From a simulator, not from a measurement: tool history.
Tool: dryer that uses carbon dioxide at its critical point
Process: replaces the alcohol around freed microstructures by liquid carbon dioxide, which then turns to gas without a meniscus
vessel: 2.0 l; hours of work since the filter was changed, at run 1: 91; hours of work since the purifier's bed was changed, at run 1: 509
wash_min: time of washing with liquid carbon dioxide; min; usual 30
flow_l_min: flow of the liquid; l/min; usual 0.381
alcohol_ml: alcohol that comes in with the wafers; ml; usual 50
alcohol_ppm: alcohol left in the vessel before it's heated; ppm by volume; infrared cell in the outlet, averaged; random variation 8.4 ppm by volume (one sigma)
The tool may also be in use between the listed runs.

| run | hour | wash_min | flow_l_min | alcohol_ml | hours of work since the filter was changed | hours of work since the purifier's bed was changed | alcohol_ppm |
|---|---|---|---|---|---|---|---|
| 1 | 0.0 | 30 | 0.381 | 50 | 91 | 509 | 630 |
| 2 | 46.4 | 48 | 0.381 | 50 | 120 | 538 | 214 |
|  | 98.7 | purifier's bed changed |
| 3 | 110.7 | 48 | 0.381 | 73 | 157 | 7 | 88 |
| 4 | 155.4 | 48 | 0.381 | 73 | 185 | 35 | 90 |
| 5 | 221.4 | 30 | 0.381 | 50 | 226 | 76 | 533 |
| 6 | 260.9 | 30 | 0.381 | 50 | 250 | 100 | 571 |
| 7 | 311.2 | 30 | 0.381 | 50 | 281 | 131 | 577 |
| 8 | 353.4 | 30 | 0.381 | 50 | 307 | 157 | 595 |
| 9 | 408.0 | 30 | 0.381 | 50 | 341 | 191 | 616 |
| 10 | 451.8 | 30 | 0.381 | 50 | 368 | 218 | 651 |
| 11 | 480.3 | 30 | 0.381 | 50 | 385 | 236 | 639 |
| 12 | 539.1 | 30 | 0.381 | 50 | 422 | 272 | 681 |
| 13 | 602.6 | 30 | 0.381 | 50 | 461 | 311 | 690 |
|  | 620.5 | inlet filter changed |
| 14 | 670.4 | 30 | 0.381 | 50 | 31 | 352 | 577 |
| 15 | 713.4 | 35 | 0.268 | 40 | 57 | 379 | 896 |
| 16 | 741.3 | 32 | 0.316 | 79 | 75 | 396 | 1323 |
| 17 | 775.5 | 32 | 0.316 | 79 | 96 | 417 | 1361 |
| 18 | 824.6 | 32 | 0.316 | 79 | 126 | 447 | 1377 |
| 19 | 864.4 | 41 | 0.248 | 112 | 151 | 472 | 1961 |
| 20 | 893.0 | 41 | 0.248 | 112 | 168 | 490 | 1995 |
| 21 | 955.0 | 23 | 0.246 | 25 | 206 | 528 | 2037 |
| 22 | 986.5 | 23 | 0.246 | 25 | 226 | 547 | 2029 |
| 23 | 1016.7 | 23 | 0.246 | 25 | 244 | 566 | 2053 |
|  | 1022.7 | purifier's bed changed |
| 24 | 1084.6 | 20 | 0.293 | 50 | 285 | 38 | 3522 |
| 25 | 1114.3 | 20 | 0.337 | 96 | 303 | 57 | 5082 |
| 26 | 1176.0 | 42 | 0.282 | 110 | 341 | 95 | 1143 |

Forecast each of these 3 alternatives for the next run:
| A | 1207.6 | 42 | 0.303 | 110 | 360 | 114 | ? |
| B | 1207.6 | 30 | 0.641 | 110 | 360 | 114 | ? |
| C | 1207.6 | 30 | 0.381 | 44 | 360 | 114 | ? |

| run | alcohol_ppm |
|---|---|
| A | 895 |
| B | 112 |
| C | 543 |
Without the tool's hidden state the same runs would have given:
| run | alcohol_ppm |
|---|---|
| A | 661 |
| B | 51 |
| C | 400 |
